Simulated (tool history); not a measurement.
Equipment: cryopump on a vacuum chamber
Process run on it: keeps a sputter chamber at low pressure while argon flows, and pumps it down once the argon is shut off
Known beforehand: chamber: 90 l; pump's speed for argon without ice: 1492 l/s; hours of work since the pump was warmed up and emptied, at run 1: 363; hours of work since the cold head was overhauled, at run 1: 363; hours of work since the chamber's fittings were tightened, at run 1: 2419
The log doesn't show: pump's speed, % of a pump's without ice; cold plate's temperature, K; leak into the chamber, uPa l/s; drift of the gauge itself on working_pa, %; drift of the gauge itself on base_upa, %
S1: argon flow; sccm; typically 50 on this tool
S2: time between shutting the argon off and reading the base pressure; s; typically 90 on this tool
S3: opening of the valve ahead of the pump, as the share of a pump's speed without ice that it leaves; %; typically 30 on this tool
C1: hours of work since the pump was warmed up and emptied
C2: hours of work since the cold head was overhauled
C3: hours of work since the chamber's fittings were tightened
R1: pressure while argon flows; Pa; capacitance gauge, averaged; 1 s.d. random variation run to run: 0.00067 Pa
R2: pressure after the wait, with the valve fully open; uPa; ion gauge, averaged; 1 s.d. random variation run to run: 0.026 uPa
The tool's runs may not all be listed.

{"run": 1, "hour": 0.0, "S1": 50, "S2": 90, "S3": 30, "C1": 363, "C2": 363, "C3": 2419, "R1": 0.1954, "R2": 3.18}
{"run": 2, "hour": 11.7, "S1": 50, "S2": 90, "S3": 30, "C1": 369, "C2": 369, "C3": 2426, "R1": 0.1949, "R2": 3.16}
{"run": 3, "hour": 32.6, "S1": 50, "S2": 90, "S3": 30, "C1": 380, "C2": 380, "C3": 2437, "R1": 0.1957, "R2": 3.16}
{"run": 4, "hour": 47.3, "S1": 64, "S2": 90, "S3": 30, "C1": 388, "C2": 388, "C3": 2444, "R1": 0.2487, "R2": 3.21}
{"run": 5, "hour": 68.0, "S1": 50, "S2": 90, "S3": 53, "C1": 399, "C2": 399, "C3": 2455, "R1": 0.1142, "R2": 3.28}
{"run": 6, "hour": 87.7, "S1": 50, "S2": 90, "S3": 17, "C1": 409, "C2": 409, "C3": 2466, "R1": 0.3391, "R2": 3.3}
{"run": 7, "hour": 101.1, "S1": 50, "S2": 90, "S3": 17, "C1": 416, "C2": 416, "C3": 2473, "R1": 0.3386, "R2": 3.34}
{"run": 8, "hour": 115.7, "S1": 50, "S2": 90, "S3": 23, "C1": 424, "C2": 424, "C3": 2480, "R1": 0.253, "R2": 3.26}
{"run": 9, "hour": 126.2, "S1": 50, "S2": 90, "S3": 23, "C1": 429, "C2": 429, "C3": 2486, "R1": 0.2525, "R2": 3.33}
{"run": 10, "hour": 147.3, "S1": 50, "S2": 174, "S3": 30, "C1": 440, "C2": 440, "C3": 2497, "R1": 0.1962, "R2": 2.83}
{"run": 11, "hour": 168.2, "S1": 50, "S2": 174, "S3": 30, "C1": 451, "C2": 451, "C3": 2508, "R1": 0.1967, "R2": 2.93}
{"run": 12, "hour": 182.4, "S1": 50, "S2": 90, "S3": 30, "C1": 459, "C2": 459, "C3": 2515, "R1": 0.1953, "R2": 3.33}
{"run": 13, "hour": 203.9, "S1": 50, "S2": 90, "S3": 30, "C1": 470, "C2": 470, "C3": 2527, "R1": 0.1971, "R2": 3.27}
{"run": 14, "hour": 216.4, "S1": 50, "S2": 90, "S3": 48, "C1": 477, "C2": 477, "C3": 2533, "R1": 0.1255, "R2": 3.53}
{"run": 15, "hour": 237.0, "S1": 50, "S2": 90, "S3": 48, "C1": 487, "C2": 487, "C3": 2544, "R1": 0.125, "R2": 3.38}
{"run": 16, "hour": 253.6, "S1": 50, "S2": 90, "S3": 25, "C1": 496, "C2": 496, "C3": 2553, "R1": 0.2345, "R2": 3.42}
{"run": 17, "hour": 270.1, "S1": 50, "S2": 90, "S3": 25, "C1": 505, "C2": 505, "C3": 2561, "R1": 0.2355, "R2": 3.38}
{"run": 18, "hour": 279.9, "S1": 38, "S2": 86, "S3": 58, "C1": 510, "C2": 510, "C3": 2566, "R1": 0.0804, "R2": 3.49}
{"run": 19, "hour": 291.9, "S1": 23, "S2": 90, "S3": 28, "C1": 516, "C2": 516, "C3": 2573, "R1": 0.0981, "R2": 3.38}
{"run": 20, "hour": 304.0, "S1": 50, "S2": 281, "S3": 30, "C1": 523, "C2": 523, "C3": 2579, "R1": 0.1967, "R2": 2.81}
{"run": 21, "hour": 324.6, "S1": 32, "S2": 269, "S3": 47, "C1": 533, "C2": 533, "C3": 2590, "R1": 0.0832, "R2": 2.91}
{"run": 22, "hour": 346.6, "S1": 36, "S2": 71, "S3": 29, "C1": 545, "C2": 545, "C3": 2602, "R1": 0.1463, "R2": 3.69}
{"run": 23, "hour": 359.4, "S1": 36, "S2": 71, "S3": 29, "C1": 552, "C2": 552, "C3": 2608, "R1": 0.146, "R2": 3.73}
{"run": 24, "hour": 373.4, "S1": 50, "S2": 242, "S3": 53, "C1": 559, "C2": 559, "C3": 2616, "R1": 0.1164, "R2": 2.92}
{"run": 25, "hour": 383.6, "S1": 29, "S2": 36, "S3": 30, "C1": 564, "C2": 564, "C3": 2621, "R1": 0.1153, "R2": 4.95}
{"run": 26, "hour": 393.3, "S1": 29, "S2": 36, "S3": 30, "C1": 569, "C2": 569, "C3": 2626, "R1": 0.1151, "R2": 4.95}
{"run": 27, "hour": 408.0, "S1": 29, "S2": 29, "S3": 40, "C1": 577, "C2": 577, "C3": 2634, "R1": 0.0872, "R2": 5.46}
{"run": 28, "hour": 421.1, "S1": 50, "S2": 247, "S3": 16, "C1": 584, "C2": 584, "C3": 2641, "R1": 0.3654, "R2": 2.96}
{"run": 29, "hour": 437.5, "S1": 50, "S2": 38, "S3": 18, "C1": 593, "C2": 593, "C3": 2649, "R1": 0.3252, "R2": 4.87}
{"run": 30, "hour": 449.6, "S1": 50, "S2": 54, "S3": 18, "C1": 599, "C2": 599, "C3": 2656, "R1": 0.3253, "R2": 4.22}
{"run": 31, "hour": 465.6, "S1": 50, "S2": 54, "S3": 18, "C1": 607, "C2": 607, "C3": 2664, "R1": 0.3245, "R2": 4.22}
{"run": 32, "hour": 486.5, "S1": 50, "S2": 255, "S3": 18, "C1": 618, "C2": 618, "C3": 2675, "R1": 0.3266, "R2": 2.97}
{"run": 33, "hour": 497.3, "S1": 50, "S2": 255, "S3": 18, "C1": 624, "C2": 624, "C3": 2681, "R1": 0.3235, "R2": 2.94}

Below, each run's measurement less what the same run would have read without the hidden state. Both values contain the same run-to-run variation, but the gauge's scatter may not be the same in both:
run=1 R1=+0.006 R2=+2.07
run=2 R1=+0.0061 R2=+2.07
run=3 R1=+0.0063 R2=+2.06
run=4 R1=+0.0081 R2=+2.09
run=5 R1=+0.0066 R2=+2.15
run=6 R1=+0.0067 R2=+2.17
run=7 R1=+0.0068 R2=+2.2
run=8 R1=+0.0069 R2=+2.16
run=9 R1=+0.0071 R2=+2.2
run=10 R1=+0.0072 R2=+2.15
run=11 R1=+0.0074 R2=+2.24
run=12 R1=+0.0075 R2=+2.22
run=13 R1=+0.0077 R2=+2.18
run=14 R1=+0.0078 R2=+2.34
run=15 R1=+0.008 R2=+2.27
run=16 R1=+0.0081 R2=+2.27
run=17 R1=+0.0082 R2=+2.28
run=18 R1=+0.0063 R2=+2.3
run=19 R1=+0.004 R2=+2.29
run=20 R1=+0.0085 R2=+2.34
run=21 R1=+0.0056 R2=+2.34
run=22 R1=+0.0064 R2=+2.33
run=23 R1=+0.0065 R2=+2.37
run=24 R1=+0.0092 R2=+2.38
run=25 R1=+0.0054 R2=+2.42
run=26 R1=+0.0055 R2=+2.41
run=27 R1=+0.0055 R2=+2.4
run=28 R1=+0.0097 R2=+2.43
run=29 R1=+0.0098 R2=+2.46
run=30 R1=+0.0099 R2=+2.47
run=31 R1=+0.0101 R2=+2.47
run=32 R1=+0.0102 R2=+2.44
run=33 R1=+0.0103 R2=+2.44
